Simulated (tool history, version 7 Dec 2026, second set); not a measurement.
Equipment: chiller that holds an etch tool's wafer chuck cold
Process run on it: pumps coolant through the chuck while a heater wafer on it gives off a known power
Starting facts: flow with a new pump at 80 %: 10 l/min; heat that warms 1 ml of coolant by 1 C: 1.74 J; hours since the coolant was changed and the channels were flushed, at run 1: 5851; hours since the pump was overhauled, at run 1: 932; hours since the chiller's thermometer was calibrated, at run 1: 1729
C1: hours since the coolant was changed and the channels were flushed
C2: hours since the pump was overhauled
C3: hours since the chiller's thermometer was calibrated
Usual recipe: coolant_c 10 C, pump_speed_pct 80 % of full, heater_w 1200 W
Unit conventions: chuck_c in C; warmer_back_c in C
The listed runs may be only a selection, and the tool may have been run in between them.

run 1 hour=0.0 | coolant_c=10 pump_speed_pct=80 heater_w=1200 | C1=5851 C2=932 C3=1729 | chuck_c=21.3 warmer_back_c=4.11
run 2 hour=47.7 | coolant_c=10 pump_speed_pct=68 heater_w=1200 | C1=5899 C2=980 C3=1777 | chuck_c=22.5 warmer_back_c=4.95
run 3 hour=97.3 | coolant_c=10 pump_speed_pct=80 heater_w=1200 | C1=5948 C2=1029 C3=1826 | chuck_c=21.2 warmer_back_c=4.19
run 4 hour=132.5 | coolant_c=10 pump_speed_pct=80 heater_w=1200 | C1=5983 C2=1064 C3=1862 | chuck_c=21.2 warmer_back_c=4.11
run 5 hour=157.7 | coolant_c=10 pump_speed_pct=80 heater_w=1200 | C1=6009 C2=1090 C3=1887 | chuck_c=21.1 warmer_back_c=4.16
run 6 hour=205.6 | coolant_c=10 pump_speed_pct=80 heater_w=1200 | C1=6057 C2=1138 C3=1935 | chuck_c=21.2 warmer_back_c=4.10
run 7 hour=237.7 | coolant_c=10 pump_speed_pct=80 heater_w=1200 | C1=6089 C2=1170 C3=1967 | chuck_c=21.2 warmer_back_c=4.10
run 8 hour=278.7 | coolant_c=10 pump_speed_pct=80 heater_w=1200 | C1=6130 C2=1211 C3=2008 | chuck_c=21.3 warmer_back_c=4.09
run 9 hour=309.1 | coolant_c=10 pump_speed_pct=68 heater_w=1711 | C1=6160 C2=1241 C3=2038 | chuck_c=27.8 warmer_back_c=7.01
run 10 hour=355.8 | coolant_c=10 pump_speed_pct=68 heater_w=1711 | C1=6207 C2=1288 C3=2085 | chuck_c=27.8 warmer_back_c=7.04
run 11 hour=390.8 | coolant_c=2 pump_speed_pct=68 heater_w=1259 | C1=6242 C2=1323 C3=2120 | chuck_c=15.0 warmer_back_c=5.18
run 12 hour=441.4 | coolant_c=2 pump_speed_pct=68 heater_w=733 | C1=6292 C2=1373 C3=2170 | chuck_c=9.5 warmer_back_c=3.03
run 13 hour=489.0 | coolant_c=16 pump_speed_pct=79 heater_w=1200 | C1=6340 C2=1421 C3=2218 | chuck_c=27.4 warmer_back_c=4.23
-- hour=493.4 chiller's thermometer calibrated
run 14 hour=543.1 | coolant_c=10 pump_speed_pct=80 heater_w=807 | C1=6393 C2=1474 C3=50 | chuck_c=17.5 warmer_back_c=2.71

Branching from run 14: 5 alternative next runs. What would each branch give?
run A hour=570.9 | coolant_c=20 pump_speed_pct=65 heater_w=1200 | C1=6421 C2=1502 C3=78 | chuck_c=? warmer_back_c=?
run B hour=570.9 | coolant_c=4 pump_speed_pct=80 heater_w=1062 | C1=6421 C2=1502 C3=78 | chuck_c=? warmer_back_c=?
run C hour=570.9 | coolant_c=13 pump_speed_pct=85 heater_w=807 | C1=6421 C2=1502 C3=78 | chuck_c=? warmer_back_c=?
run D hour=570.9 | coolant_c=10 pump_speed_pct=80 heater_w=965 | C1=6421 C2=1502 C3=78 | chuck_c=? warmer_back_c=?
run E hour=570.9 | coolant_c=20 pump_speed_pct=80 heater_w=1535 | C1=6421 C2=1502 C3=78 | chuck_c=? warmer_back_c=?

run=A chuck_c=32.9 warmer_back_c=5.15
run=B chuck_c=14.1 warmer_back_c=3.65
run=C chuck_c=20.3 warmer_back_c=2.64
run=D chuck_c=19.0 warmer_back_c=3.29
run=E chuck_c=34.5 warmer_back_c=5.22
Had the tool no hidden state, the same runs would have come out as:
run=A chuck_c=32.9 warmer_back_c=5.15
run=B chuck_c=14.1 warmer_back_c=3.64
run=C chuck_c=20.3 warmer_back_c=2.63
run=D chuck_c=19.0 warmer_back_c=3.29
run=E chuck_c=34.4 warmer_back_c=5.22
